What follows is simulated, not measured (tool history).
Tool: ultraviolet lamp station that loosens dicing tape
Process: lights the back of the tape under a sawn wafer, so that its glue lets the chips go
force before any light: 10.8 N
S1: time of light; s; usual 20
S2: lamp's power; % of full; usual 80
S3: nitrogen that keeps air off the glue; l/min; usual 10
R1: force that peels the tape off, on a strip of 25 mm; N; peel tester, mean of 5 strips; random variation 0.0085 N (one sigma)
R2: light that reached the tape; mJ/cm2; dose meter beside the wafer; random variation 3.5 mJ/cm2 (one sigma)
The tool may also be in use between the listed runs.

Run 1, hour 0.0: usual settings. Result: R1 0.389 N, R2 540 mJ/cm2.
Run 2, hour 6.9: usual settings. Result: R1 0.397 N, R2 532 mJ/cm2.
Run 3, hour 15.0: usual settings. Result: R1 0.421 N, R2 531 mJ/cm2.
Run 4, hour 20.4: usual settings. Result: R1 0.402 N, R2 533 mJ/cm2.
Run 5, hour 25.6: usual settings but S2 91 % of full. Result: R1 0.297 N, R2 608 mJ/cm2.
Run 6, hour 32.4: usual settings but S2 91 % of full. Result: R1 0.281 N, R2 603 mJ/cm2.
Run 7, hour 41.5: usual settings but S2 91 % of full. Result: R1 0.297 N, R2 604 mJ/cm2.
Run 8, hour 47.0: usual settings but S2 61 % of full. Result: R1 0.835 N, R2 404 mJ/cm2.
Run 9, hour 51.3: usual settings but S3 15 l/min. Result: R1 0.289 N, R2 531 mJ/cm2.
Run 10, hour 57.4: usual settings but S1 13 s, S2 85 % of full, S3 5 l/min. Result: R1 1.679 N, R2 364 mJ/cm2.
Run 11, hour 63.2: usual settings but S1 16 s, S3 5 l/min. Result: R1 1.374 N, R2 425 mJ/cm2.
Run 12, hour 72.0: usual settings but S1 16 s, S3 5 l/min. Result: R1 1.347 N, R2 420 mJ/cm2.
Run 13, hour 79.1: usual settings but S1 35 s, S2 82 % of full, S3 3 l/min. Result: R1 0.315 N, R2 936 mJ/cm2.
Run 14, hour 86.1: usual settings but S1 35 s, S2 82 % of full, S3 3 l/min. Result: R1 0.318 N, R2 935 mJ/cm2.
Run 15, hour 94.9: usual settings but S1 35 s, S2 82 % of full, S3 3 l/min. Result: R1 0.332 N, R2 938 mJ/cm2.
Run 16, hour 100.3: usual settings but S1 35 s, S2 82 % of full, S3 3 l/min. Result: R1 0.334 N, R2 928 mJ/cm2.
Run 17, hour 104.9: usual settings but S1 35 s, S2 82 % of full, S3 3 l/min. Result: R1 0.328 N, R2 931 mJ/cm2.

4 ways to go on from here, each from the tool as it stands after run 17. What would each give?
Run A, hour 113.3: usual settings but S1 29 s, S2 96 % of full, S3 3 l/min. Result: R1 ?, R2 ?.
Run B, hour 113.3: usual settings but S1 23 s, S2 83 % of full, S3 3 l/min. Result: R1 ?, R2 ?.
Run C, hour 113.3: usual settings but S1 39 s, S2 69 % of full, S3 5 l/min. Result: R1 ?, R2 ?.
Run D, hour 113.3: usual settings but S3 3 l/min. Result: R1 ?, R2 ?.

run     R1   R2
  A  0.357  906
  B  0.971  621
  C  0.227  876
  D  1.338  517
Without the tool's hidden state the same runs would have given:
run     R1   R2
  A  0.283  990
  B  0.789  678
  C  0.185  958
  D  1.115  564
